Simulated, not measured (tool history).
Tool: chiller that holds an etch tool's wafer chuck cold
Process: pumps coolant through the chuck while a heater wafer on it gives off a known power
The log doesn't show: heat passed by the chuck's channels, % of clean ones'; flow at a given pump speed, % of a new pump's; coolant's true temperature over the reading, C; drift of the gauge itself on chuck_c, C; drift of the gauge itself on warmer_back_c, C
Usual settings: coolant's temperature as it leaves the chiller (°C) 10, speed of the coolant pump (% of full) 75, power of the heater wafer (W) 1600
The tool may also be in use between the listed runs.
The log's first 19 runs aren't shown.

run      day  coolant's temperature as it leaves the chiller (°C)  speed of the coolant pump (% of full)  power of the heater wafer (W)  hours since the coolant was changed and the channels were flushed  hours since the pump was overhauled  hours since the chiller's thermometer was calibrated  chuck's temperature once it has settled (°C)  how much warmer the coolant comes back (C)
 20  106.529                                                   11                                     84                           1260                                                               3805                                 3256                                                  2888                                          24.5                                        4.63
 21  112.792                                                   12                                     75                            807                                                               3956                                 3407                                                  3038                                          21.7                                        3.36
 22  117.308                                                   10                                     75                           2237                                                               4064                                 3515                                                  3146                                          36.7                                        9.53
 23  123.529                                                   10                                     75                           2237                                                               4213                                 3664                                                  3296                                          36.8                                        9.55
     130.250  -- coolant changed, channels flushed
 24  130.754                                                   10                                     75                           2237                                                                 12                                 3832                                                  3463                                          36.9                                        9.46
 25  134.379                                                   10                                     94                           1901                                                                 99                                 3919                                                  3550                                          28.4                                        6.35
 26  139.308                                                    5                                     60                           1169                                                                217                                 4037                                                  3668                                          22.3                                        6.27
 27  147.179                                                    7                                     77                           1150                                                                406                                 4226                                                  3857                                          20.5                                        4.70
 28  153.125                                                    0                                     77                           1150                                                                549                                 4369                                                  4000                                          13.5                                        4.73
 29  159.633                                                    8                                     75                           1088                                                                705                                 4525                                                  4156                                          21.1                                        4.52
 30  163.521                                                    8                                     75                           1088                                                                798                                 4618                                                  4249                                          21.0                                        4.44
 31  170.862                                                    0                                     75                           2109                                                                975                                 4794                                                  4426                                          25.3                                        8.95
 32  175.017                                                    0                                     75                           2109                                                               1074                                 4894                                                  4525                                          25.3                                        8.87

Forecast each of these 3 alternatives for the next run:
  A  178.354                                                   16                                     75                           1280                                                               1155                                 4974                                                  4605                                             ?                                           ?
  B  178.354                                                   16                                     64                           1478                                                               1155                                 4974                                                  4605                                             ?                                           ?
  C  178.354                                                    0                                     62                           2109                                                               1155                                 4974                                                  4605                                             ?                                           ?

run  chuck's temperature once it has settled (°C)  how much warmer the coolant comes back (C)
  A                                          31.2                                        5.32
  B                                          36.7                                        7.35
  C                                          30.3                                       10.94
Without the tool's hidden state the same runs would have given:
run  chuck's temperature once it has settled (°C)  how much warmer the coolant comes back (C)
  A                                          31.2                                        5.48
  B                                          36.7                                        7.51
  C                                          30.3                                       11.10

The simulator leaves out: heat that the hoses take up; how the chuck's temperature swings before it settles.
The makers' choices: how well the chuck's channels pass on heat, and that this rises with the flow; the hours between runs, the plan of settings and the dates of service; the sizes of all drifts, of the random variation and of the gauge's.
